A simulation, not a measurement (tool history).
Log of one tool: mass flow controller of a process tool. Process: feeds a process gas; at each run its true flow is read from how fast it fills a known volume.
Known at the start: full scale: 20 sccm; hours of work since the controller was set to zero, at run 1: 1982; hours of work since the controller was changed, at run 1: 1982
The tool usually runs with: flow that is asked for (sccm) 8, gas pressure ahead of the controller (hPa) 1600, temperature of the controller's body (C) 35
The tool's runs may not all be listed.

run    hour  flow that is asked for (sccm)  gas pressure ahead of the controller (hPa)  temperature of the controller's body (C)  hours of work since the controller was set to zero  hours of work since the controller was changed  true flow (%)
  1       0                              8                                        1600                                        35                                                1982                                            1982          98.63
  2    72.1                              8                                        1600                                        35                                                2015                                            2015           98.8
  3   145.2                              8                                        1600                                        35                                                2050                                            2050           98.8
  4   198.2                              8                                        1600                                        35                                                2074                                            2074          98.73
  5   313.1                              8                                        1600                                        35                                                2128                                            2128          98.92
  6   387.4                              8                                        1600                                        35                                                2163                                            2163          99.13
  7   493.3                              8                                        1600                                        35                                                2213                                            2213          99.07
  8   559.1                              8                                        1600                                        36                                                2243                                            2243          99.19
  9   623.9                              8                                        1600                                        36                                                2274                                            2274           99.1
 10   689.8                              8                                        1600                                        36                                                2305                                            2305          99.36
 11   755.9                              8                                        1740                                        36                                                2336                                            2336          99.42
 12   824.1                              8                                        1740                                        36                                                2367                                            2367          99.42
 13   919.9                              8                                        1740                                        36                                                2412                                            2412          99.54
 14   970.1                              8                                        1450                                        31                                                2436                                            2436          99.56
 15  1072.1                              3                                        2360                                        21                                                2484                                            2484          99.89
 16  1171.9                              9                                        1600                                        35                                                2530                                            2530          99.75
 17  1274.4                              9                                        1600                                        35                                                2578                                            2578          99.96
 18  1336.8                              7                                        1800                                        34                                                2607                                            2607           99.9
 19  1402.7                              3                                        2240                                        24                                                2638                                            2638         100.04
 20  1475.2                             12                                        1600                                        35                                                2672                                            2672         100.39
 21  1566.5                             12                                        1600                                        35                                                2715                                            2715         100.44
 22  1665.7                              5                                        2160                                        36                                                2761                                            2761         100.21

3 options for the next run, each taken on its own from the tool as it stands now. Forecast them:
  A  1737.8                              5                                        2160                                        30                                                2795                                            2795              ?
  B  1737.8                              8                                        1640                                        35                                                2795                                            2795              ?
  C  1737.8                              5                                        1780                                        36                                                2795                                            2795              ?

run  true flow (%)
  A         100.36
  B         100.27
  C         100.03
With the hidden condition removed and each run's random variation left untouched, the same runs would have given:
run  true flow (%)
  A          98.77
  B          98.69
  C          98.46

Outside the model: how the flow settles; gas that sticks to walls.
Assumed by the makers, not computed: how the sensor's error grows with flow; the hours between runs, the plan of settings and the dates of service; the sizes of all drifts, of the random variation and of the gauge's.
